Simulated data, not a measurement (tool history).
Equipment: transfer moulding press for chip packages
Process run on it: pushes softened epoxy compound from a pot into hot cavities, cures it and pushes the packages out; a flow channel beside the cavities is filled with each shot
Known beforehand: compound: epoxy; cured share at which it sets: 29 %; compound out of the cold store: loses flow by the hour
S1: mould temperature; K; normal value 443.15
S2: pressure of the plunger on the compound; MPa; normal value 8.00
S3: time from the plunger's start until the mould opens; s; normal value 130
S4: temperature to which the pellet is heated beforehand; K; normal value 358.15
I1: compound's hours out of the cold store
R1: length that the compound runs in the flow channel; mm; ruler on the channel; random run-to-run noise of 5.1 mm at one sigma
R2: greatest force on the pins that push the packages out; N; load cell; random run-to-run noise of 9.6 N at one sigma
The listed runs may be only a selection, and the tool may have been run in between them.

| run | hour | S1 | S2 | S3 | S4 | I1 | R1 | R2 |
|---|---|---|---|---|---|---|---|---|
| 1 | 0.0 | 443.15 | 8.00 | 130 | 358.15 | 21.5 | 690 | 561 |
| 2 | 10.9 | 443.15 | 8.00 | 130 | 358.15 | 28.4 | 662 | 637 |
| 3 | 19.1 | 443.15 | 8.00 | 130 | 358.15 | 24.5 | 676 | 626 |
| 4 | 26.2 | 443.15 | 8.00 | 130 | 358.15 | 31.7 | 654 | 602 |
| 5 | 31.2 | 443.15 | 8.00 | 130 | 358.15 | 29.3 | 663 | 630 |
| 6 | 41.6 | 443.15 | 8.00 | 130 | 358.15 | 22.0 | 680 | 659 |
| 7 | 52.5 | 443.15 | 8.00 | 130 | 358.15 | 25.2 | 669 | 692 |
| 8 | 61.2 | 443.15 | 8.00 | 130 | 358.15 | 20.4 | 679 | 711 |
| 9 | 68.8 | 443.15 | 8.00 | 130 | 358.15 | 21.8 | 689 | 713 |
| 10 | 73.3 | 449.15 | 8.00 | 139 | 358.15 | 32.4 | 629 | 649 |
| 11 | 80.4 | 441.15 | 8.12 | 130 | 352.15 | 11.5 | 729 | 778 |
|  | 89.6 | cavities cleaned with cleaning compound and waxed |
| 12 | 91.7 | 443.15 | 8.49 | 115 | 362.15 | 47.4 | 624 | 469 |
| 13 | 98.0 | 443.15 | 8.49 | 115 | 362.15 | 34.6 | 658 | 505 |
|  | 100.9 | mould's thermocouples calibrated |
| 14 | 106.9 | 443.15 | 8.48 | 121 | 366.15 | 12.9 | 725 | 504 |
| 15 | 116.0 | 440.15 | 6.26 | 115 | 366.15 | 24.9 | 599 | 687 |
| 16 | 123.0 | 440.15 | 6.26 | 115 | 366.15 | 26.9 | 589 | 668 |
| 17 | 133.6 | 440.15 | 9.01 | 115 | 366.15 | 32.0 | 696 | 722 |
|  | 139.1 | mould's thermocouples calibrated, once more |
| 18 | 140.7 | 440.15 | 9.01 | 115 | 366.15 | 47.3 | 652 | 828 |

5 options for the next run, each taken on its own from the tool as it stands now. Forecast them:
| A | 148.2 | 443.15 | 8.00 | 130 | 364.15 | 46.4 | ? | ? |
| B | 148.2 | 440.15 | 8.50 | 125 | 366.15 | 46.2 | ? | ? |
| C | 148.2 | 447.15 | 9.19 | 115 | 366.15 | 22.7 | ? | ? |
| D | 148.2 | 437.15 | 9.01 | 169 | 366.15 | 22.5 | ? | ? |
| E | 148.2 | 451.15 | 8.17 | 130 | 352.15 | 24.4 | ? | ? |

| run | R1 | R2 |
|---|---|---|
| A | 609 | 631 |
| B | 642 | 718 |
| C | 711 | 626 |
| D | 739 | 654 |
| E | 652 | 580 |
With the hidden condition removed and each run's random variation left untouched, the same runs would have given:
| run | R1 | R2 |
|---|---|---|
| A | 632 | 424 |
| B | 666 | 478 |
| C | 738 | 419 |
| D | 766 | 438 |
| E | 677 | 390 |

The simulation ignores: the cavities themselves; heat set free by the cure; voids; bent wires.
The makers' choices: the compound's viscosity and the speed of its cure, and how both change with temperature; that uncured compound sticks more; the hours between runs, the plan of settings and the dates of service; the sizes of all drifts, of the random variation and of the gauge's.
